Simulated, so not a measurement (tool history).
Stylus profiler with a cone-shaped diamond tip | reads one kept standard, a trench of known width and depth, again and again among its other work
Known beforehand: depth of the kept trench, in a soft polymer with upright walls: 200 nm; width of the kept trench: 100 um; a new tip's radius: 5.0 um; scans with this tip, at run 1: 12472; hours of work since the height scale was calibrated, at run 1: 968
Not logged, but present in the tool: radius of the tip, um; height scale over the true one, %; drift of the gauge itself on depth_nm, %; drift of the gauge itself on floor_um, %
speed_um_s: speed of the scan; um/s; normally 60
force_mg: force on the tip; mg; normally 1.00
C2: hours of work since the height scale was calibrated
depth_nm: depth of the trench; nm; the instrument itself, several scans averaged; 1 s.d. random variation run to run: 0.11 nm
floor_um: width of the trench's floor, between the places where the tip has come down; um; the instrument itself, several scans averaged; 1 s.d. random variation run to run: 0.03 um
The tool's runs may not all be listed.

Run 1, hour 0.0: usual settings; scans with this tip 12472; C2 968. Result: depth_nm 202.85 nm, floor_um 95.89 um.
Run 2, hour 23.9: usual settings; scans with this tip 12613; C2 979. Result: depth_nm 202.69 nm, floor_um 95.91 um.
Run 3, hour 48.3: usual settings but speed_um_s 45 um/s; scans with this tip 12758; C2 990. Result: depth_nm 202.80 nm, floor_um 95.99 um.
Run 4, hour 74.9: usual settings; scans with this tip 12916; C2 1002. Result: depth_nm 202.86 nm, floor_um 95.89 um.
Run 5, hour 102.4: usual settings; scans with this tip 13079; C2 1015. Result: depth_nm 202.84 nm, floor_um 95.88 um.
Run 6, hour 127.9: usual settings; scans with this tip 13231; C2 1027. Result: depth_nm 202.70 nm, floor_um 95.92 um.
At hour 129.6: height scale calibrated on a step standard.
Run 7, hour 151.5: usual settings but speed_um_s 155 um/s; scans with this tip 13368; C2 10. Result: depth_nm 203.21 nm, floor_um 95.11 um.
Run 8, hour 177.1: usual settings but speed_um_s 19 um/s, force_mg 0.44 mg; scans with this tip 13520; C2 22. Result: depth_nm 202.40 nm, floor_um 96.12 um.
Run 9, hour 189.8: usual settings but speed_um_s 218 um/s, force_mg 2.18 mg; scans with this tip 13595; C2 28. Result: depth_nm 204.29 nm, floor_um 95.15 um.
At hour 195.0: height scale calibrated on a step standard, once more.
Run 10, hour 214.6: usual settings but speed_um_s 218 um/s, force_mg 2.18 mg; scans with this tip 13739; C2 9. Result: depth_nm 202.96 nm, floor_um 95.13 um.
Run 11, hour 242.3: usual settings but speed_um_s 218 um/s, force_mg 2.18 mg; scans with this tip 13904; C2 22. Result: depth_nm 202.98 nm, floor_um 95.18 um.
Run 12, hour 268.4: usual settings but speed_um_s 18 um/s, force_mg 2.44 mg; scans with this tip 14059; C2 34. Result: depth_nm 203.20 nm, floor_um 96.24 um.
Run 13, hour 291.4: usual settings but speed_um_s 32 um/s, force_mg 2.68 mg; scans with this tip 14195; C2 44. Result: depth_nm 203.66 nm, floor_um 96.21 um.

Measured minus without-hidden-state, run by run (identical run-to-run variation in each term; gauge scatter may differ):
run  depth_nm  floor_um
  1     +0.96     -0.79
  2     +0.97     -0.80
  3     +0.97     -0.81
  4     +0.99     -0.82
  5     +1.00     -0.83
  6     +1.01     -0.84
  7     +1.30     -0.84
  8     +1.30     -0.86
  9     +1.32     -0.86
 10     -0.04     -0.87
 11     -0.02     -0.88
 12     -0.02     -0.89
 13     -0.01     -0.90
